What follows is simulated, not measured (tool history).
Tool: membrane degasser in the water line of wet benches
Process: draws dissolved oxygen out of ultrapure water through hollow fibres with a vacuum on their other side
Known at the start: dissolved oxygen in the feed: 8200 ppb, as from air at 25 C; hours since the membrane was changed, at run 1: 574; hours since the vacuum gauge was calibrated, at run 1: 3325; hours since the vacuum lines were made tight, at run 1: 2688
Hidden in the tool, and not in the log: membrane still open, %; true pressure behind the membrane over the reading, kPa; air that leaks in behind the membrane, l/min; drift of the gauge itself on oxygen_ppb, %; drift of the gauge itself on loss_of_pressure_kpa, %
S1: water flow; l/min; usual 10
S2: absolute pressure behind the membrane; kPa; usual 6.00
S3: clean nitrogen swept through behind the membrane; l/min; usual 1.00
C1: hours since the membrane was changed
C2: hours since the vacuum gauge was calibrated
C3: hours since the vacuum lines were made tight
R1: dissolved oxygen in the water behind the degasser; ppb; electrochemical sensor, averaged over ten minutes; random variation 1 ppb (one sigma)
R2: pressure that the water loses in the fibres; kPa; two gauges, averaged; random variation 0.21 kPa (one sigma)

run 1 day=0.000 | S1=10 S2=6.00 S3=1.00 | C1=574 C2=3325 C3=2688 | R1=99.3 R2=48.61
run 2 day=0.842 | S1=10 S2=6.00 S3=1.00 | C1=594 C2=3345 C3=2708 | R1=97.5 R2=48.68
run 3 day=2.271 | S1=10 S2=6.00 S3=1.00 | C1=629 C2=3379 C3=2743 | R1=98.0 R2=48.57
run 4 day=4.021 | S1=10 S2=8.48 S3=1.00 | C1=671 C2=3421 C3=2785 | R1=152.5 R2=48.82
run 5 day=5.700 | S1=10 S2=8.48 S3=1.00 | C1=711 C2=3462 C3=2825 | R1=157.2 R2=48.46
run 6 day=6.496 | S1=10 S2=8.48 S3=1.00 | C1=730 C2=3481 C3=2844 | R1=156.3 R2=48.78
run 7 day=7.558 | S1=10 S2=8.48 S3=0.62 | C1=756 C2=3506 C3=2870 | R1=221.7 R2=48.43
run 8 day=8.567 | S1=10 S2=8.48 S3=0.62 | C1=780 C2=3530 C3=2894 | R1=221.5 R2=48.85
run 9 day=10.121 | S1=10 S2=6.00 S3=1.00 | C1=817 C2=3568 C3=2931 | R1=99.0 R2=48.33
run 10 day=11.350 | S1=10 S2=6.00 S3=1.00 | C1=847 C2=3597 C3=2961 | R1=96.0 R2=48.75
run 11 day=12.154 | S1=10 S2=10.82 S3=1.00 | C1=866 C2=3617 C3=2980 | R1=210.1 R2=48.49
run 12 day=13.592 | S1=10 S2=10.82 S3=1.00 | C1=900 C2=3651 C3=3014 | R1=206.3 R2=48.36
run 13 day=15.500 | S1=10 S2=10.82 S3=1.00 | C1=946 C2=3697 C3=3060 | R1=210.4 R2=48.39
run 14 day=17.342 | S1=10 S2=10.82 S3=1.00 | C1=990 C2=3741 C3=3104 | R1=210.0 R2=48.41
run 15 day=18.200 | S1=10 S2=10.82 S3=1.00 | C1=1011 C2=3762 C3=3125 | R1=207.2 R2=48.61
run 16 day=19.517 | S1=10 S2=9.56 S3=1.00 | C1=1043 C2=3793 C3=3157 | R1=181.3 R2=48.19
run 17 day=21.246 | S1=10 S2=9.56 S3=1.00 | C1=1084 C2=3835 C3=3198 | R1=179.3 R2=48.57
run 18 day=22.512 | S1=7 S2=9.48 S3=0.90 | C1=1114 C2=3865 C3=3228 | R1=121.4 R2=34.09
run 19 day=23.758 | S1=7 S2=10.72 S3=0.41 | C1=1144 C2=3895 C3=3258 | R1=292.4 R2=33.84
run 20 day=25.292 | S1=15 S2=10.72 S3=0.67 | C1=1181 C2=3932 C3=3295 | R1=488.0 R2=72.81
run 21 day=26.525 | S1=13 S2=5.98 S3=1.00 | C1=1211 C2=3961 C3=3325 | R1=173.2 R2=63.26
run 22 day=27.592 | S1=7 S2=6.61 S3=2.34 | C1=1236 C2=3987 C3=3350 | R1=30.5 R2=34.03
run 23 day=29.150 | S1=7 S2=6.61 S3=1.09 | C1=1274 C2=4024 C3=3388 | R1=58.3 R2=34.29
run 24 day=29.983 | S1=10 S2=6.29 S3=0.68 | C1=1294 C2=4044 C3=3408 | R1=136.9 R2=48.74
run 25 day=31.438 | S1=13 S2=10.30 S3=0.51 | C1=1329 C2=4079 C3=3443 | R1=464.0 R2=63.17
run 26 day=32.229 | S1=15 S2=10.30 S3=0.83 | C1=1348 C2=4098 C3=3462 | R1=421.1 R2=73.10
run 27 day=33.408 | S1=15 S2=10.30 S3=0.83 | C1=1376 C2=4127 C3=3490 | R1=421.3 R2=72.50
run 28 day=34.429 | S1=12 S2=7.84 S3=0.71 | C1=1400 C2=4151 C3=3514 | R1=241.6 R2=58.20
run 29 day=36.012 | S1=12 S2=5.24 S3=0.71 | C1=1438 C2=4189 C3=3552 | R1=142.3 R2=58.57
run 30 day=36.958 | S1=7 S2=14.58 S3=1.97 | C1=1461 C2=4212 C3=3575 | R1=104.3 R2=33.87
run 31 day=38.442 | S1=7 S2=6.00 S3=1.00 | C1=1497 C2=4247 C3=3611 | R1=53.1 R2=34.21
run 32 day=39.250 | S1=7 S2=6.00 S3=1.00 | C1=1516 C2=4267 C3=3630 | R1=52.4 R2=33.74
run 33 day=40.812 | S1=7 S2=6.00 S3=2.09 | C1=1554 C2=4304 C3=3668 | R1=29.6 R2=34.05
run 34 day=42.692 | S1=7 S2=6.00 S3=2.09 | C1=1599 C2=4349 C3=3713 | R1=27.9 R2=34.09

Forecast each of these 3 alternatives for the next run:
run A day=43.517 | S1=6 S2=6.00 S3=2.09 | C1=1618 C2=4369 C3=3732 | R1=? R2=?
run B day=43.517 | S1=7 S2=6.00 S3=2.60 | C1=1618 C2=4369 C3=3732 | R1=? R2=?
run C day=43.517 | S1=8 S2=13.17 S3=2.09 | C1=1618 C2=4369 C3=3732 | R1=? R2=?

run=A R1=21.8 R2=29.27
run=B R1=23.8 R2=34.05
run=C R1=105.4 R2=39.14
Without the tool's hidden state the same runs would have given:
run=A R1=21.8 R2=29.27
run=B R1=23.8 R2=34.05
run=C R1=105.4 R2=39.14
